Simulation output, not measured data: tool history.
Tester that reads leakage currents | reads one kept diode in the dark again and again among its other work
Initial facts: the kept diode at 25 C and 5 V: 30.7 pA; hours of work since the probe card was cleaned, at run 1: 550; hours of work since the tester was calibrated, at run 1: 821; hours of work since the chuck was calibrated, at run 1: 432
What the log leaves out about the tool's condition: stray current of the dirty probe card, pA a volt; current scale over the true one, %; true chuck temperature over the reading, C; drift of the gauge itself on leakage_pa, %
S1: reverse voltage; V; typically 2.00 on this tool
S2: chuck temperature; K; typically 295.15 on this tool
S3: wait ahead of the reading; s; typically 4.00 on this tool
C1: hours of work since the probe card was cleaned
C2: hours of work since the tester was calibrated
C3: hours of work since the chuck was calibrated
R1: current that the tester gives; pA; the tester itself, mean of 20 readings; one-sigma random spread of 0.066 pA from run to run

| run | hour | S1 | S2 | S3 | C1 | C2 | C3 | R1 |
|---|---|---|---|---|---|---|---|---|
| 1 | 0.0 | 2.00 | 295.15 | 4.00 | 550 | 821 | 432 | 15.62 |
| 2 | 23.7 | 2.00 | 295.15 | 4.00 | 561 | 832 | 443 | 15.83 |
| 3 | 47.4 | 2.00 | 295.15 | 4.00 | 573 | 843 | 455 | 15.85 |
| 4 | 84.6 | 2.00 | 295.15 | 4.00 | 591 | 861 | 473 | 15.83 |
| 5 | 104.0 | 2.00 | 296.15 | 4.00 | 600 | 871 | 482 | 16.97 |
| 6 | 127.6 | 2.00 | 296.15 | 4.00 | 611 | 882 | 493 | 17.06 |
| 7 | 147.4 | 2.00 | 296.15 | 4.00 | 621 | 892 | 503 | 17.01 |
| 8 | 176.0 | 2.00 | 308.15 | 4.00 | 635 | 905 | 517 | 37.49 |
| 9 | 216.9 | 2.00 | 308.15 | 4.00 | 654 | 925 | 536 | 37.43 |
| 10 | 241.8 | 2.00 | 308.15 | 4.00 | 666 | 937 | 548 | 37.45 |
| 11 | 281.7 | 2.00 | 308.15 | 4.00 | 686 | 956 | 568 | 37.38 |
| 12 | 322.6 | 2.00 | 302.15 | 4.00 | 705 | 976 | 587 | 25.30 |
| 13 | 366.4 | 2.00 | 319.15 | 4.00 | 726 | 997 | 608 | 75.48 |
| 14 | 394.8 | 2.00 | 319.15 | 4.00 | 740 | 1011 | 622 | 75.46 |
| 15 | 419.8 | 2.00 | 319.15 | 4.00 | 752 | 1023 | 634 | 75.56 |
| 16 | 463.8 | 2.00 | 319.15 | 4.00 | 773 | 1044 | 655 | 75.60 |
| 17 | 491.7 | 2.00 | 319.15 | 4.00 | 787 | 1057 | 669 | 75.57 |
| 18 | 537.5 | 2.00 | 319.15 | 4.00 | 809 | 1079 | 691 | 75.37 |
| 19 | 563.6 | 2.00 | 295.15 | 4.00 | 821 | 1092 | 703 | 16.35 |
| 20 | 589.7 | 2.09 | 330.15 | 4.84 | 834 | 1105 | 716 | 150.43 |
| 21 | 632.3 | 2.69 | 294.15 | 4.00 | 854 | 1125 | 736 | 18.97 |
| 22 | 674.4 | 11.65 | 306.15 | 1.84 | 875 | 1145 | 757 | 103.20 |
| 23 | 720.3 | 11.65 | 306.15 | 1.84 | 897 | 1167 | 779 | 103.60 |
| 24 | 761.0 | 1.24 | 306.15 | 1.84 | 916 | 1187 | 798 | 24.57 |
| 25 | 784.7 | 2.00 | 295.15 | 0.36 | 928 | 1198 | 810 | 17.48 |
|  | 790.9 | chuck's temperature calibrated |
| 26 | 825.5 | 2.00 | 295.15 | 0.36 | 946 | 1217 | 17 | 17.13 |
| 27 | 870.7 | 2.00 | 295.15 | 0.36 | 968 | 1239 | 38 | 17.22 |
|  | 876.7 | chuck's temperature calibrated, once more |
| 28 | 900.2 | 5.00 | 296.15 | 0.93 | 982 | 1252 | 11 | 36.01 |
| 29 | 924.6 | 5.00 | 296.15 | 0.93 | 993 | 1264 | 23 | 35.87 |
| 30 | 969.0 | 2.00 | 302.15 | 1.61 | 1015 | 1285 | 44 | 27.67 |
| 31 | 1001.5 | 2.00 | 302.15 | 1.61 | 1030 | 1301 | 60 | 27.60 |
| 32 | 1047.5 | 3.93 | 305.15 | 0.55 | 1052 | 1323 | 82 | 52.65 |
| 33 | 1066.5 | 2.00 | 303.15 | 4.00 | 1062 | 1332 | 91 | 29.42 |
| 34 | 1113.8 | 2.00 | 326.15 | 4.00 | 1084 | 1355 | 114 | 121.83 |
| 35 | 1160.6 | 6.92 | 326.15 | 0.39 | 1107 | 1377 | 137 | 259.88 |
| 36 | 1189.6 | 1.93 | 295.15 | 3.89 | 1121 | 1391 | 151 | 17.69 |
| 37 | 1235.7 | 13.05 | 305.15 | 4.83 | 1143 | 1414 | 173 | 114.17 |

Same runs, no hidden state in the tool, same run-to-run variation:
| run | R1 |
|---|---|
| 1 | 14.31 |
| 2 | 14.48 |
| 3 | 14.48 |
| 4 | 14.42 |
| 5 | 15.59 |
| 6 | 15.64 |
| 7 | 15.58 |
| 8 | 36.86 |
| 9 | 36.79 |
| 10 | 36.79 |
| 11 | 36.72 |
| 12 | 24.09 |
| 13 | 76.50 |
| 14 | 76.50 |
| 15 | 76.63 |
| 16 | 76.71 |
| 17 | 76.70 |
| 18 | 76.55 |
| 19 | 14.42 |
| 20 | 155.25 |
| 21 | 16.04 |
| 22 | 91.21 |
| 23 | 91.26 |
| 24 | 24.16 |
| 25 | 15.30 |
| 26 | 15.37 |
| 27 | 15.40 |
| 28 | 27.58 |
| 29 | 27.41 |
| 30 | 24.28 |
| 31 | 24.19 |
| 32 | 45.80 |
| 33 | 25.96 |
| 34 | 119.15 |
| 35 | 249.28 |
| 36 | 14.14 |
| 37 | 89.73 |

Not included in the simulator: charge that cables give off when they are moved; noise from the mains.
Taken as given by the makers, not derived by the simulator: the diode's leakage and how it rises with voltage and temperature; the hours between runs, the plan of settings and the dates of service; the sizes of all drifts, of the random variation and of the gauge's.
